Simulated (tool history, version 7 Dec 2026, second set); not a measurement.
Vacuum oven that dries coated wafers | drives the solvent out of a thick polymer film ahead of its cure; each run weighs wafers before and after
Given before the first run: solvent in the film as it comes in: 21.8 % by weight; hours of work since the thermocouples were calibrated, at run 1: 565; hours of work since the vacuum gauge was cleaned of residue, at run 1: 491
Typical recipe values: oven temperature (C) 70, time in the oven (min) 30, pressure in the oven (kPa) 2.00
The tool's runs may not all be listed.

run	hour	oven temperature (C)	time in the oven (min)	pressure in the oven (kPa)	hours of work since the thermocouples were calibrated	hours of work since the vacuum gauge was cleaned of residue	solvent left in the film (%)
1	0.0	70	30	2.00	565	491	2.97
2	18.6	70	30	2.00	576	501	3.10
3	30.1	70	30	2.00	583	508	3.09
4	51.1	70	27	2.00	595	521	3.48
5	65.0	70	20	2.00	603	529	5.03
6	84.4	70	20	2.00	615	540	5.02
7	97.1	70	20	2.00	622	548	5.02
8	114.4	70	47	2.00	632	558	1.59
9	130.0	70	51	2.00	642	567	1.57
10	146.9	70	30	2.00	652	577	2.96
11	157.1	70	31	2.00	657	583	2.97
12	176.6	70	31	2.00	669	594	2.92
13	195.1	70	26	2.00	680	605	3.63
14	209.5	70	26	2.00	688	614	3.69
15	222.8	70	26	2.00	696	622	3.63
16	236.1	70	26	2.00	704	629	3.58
17	247.5	70	26	2.00	711	636	3.64
18	268.1	70	26	2.00	723	648	3.56
19	287.2	70	42	2.00	734	659	1.87
20	306.8	84	42	2.00	745	671	0.64
21	325.6	61	53	2.15	757	682	4.35
22	337.9	61	53	2.15	764	689	4.27
23	356.9	61	53	2.15	775	700	4.37
# hour 360.7: oven's thermocouples calibrated
24	378.7	63	35	2.63	11	712	5.06

Run 25 has not been measured yet. What should we expect?
25	400.5	73	17	6.55	23	725	?

solvent left in the film (%): 5.48
Had the tool carried no hidden state, the very same run would have given solvent left in the film (%) 7.07.
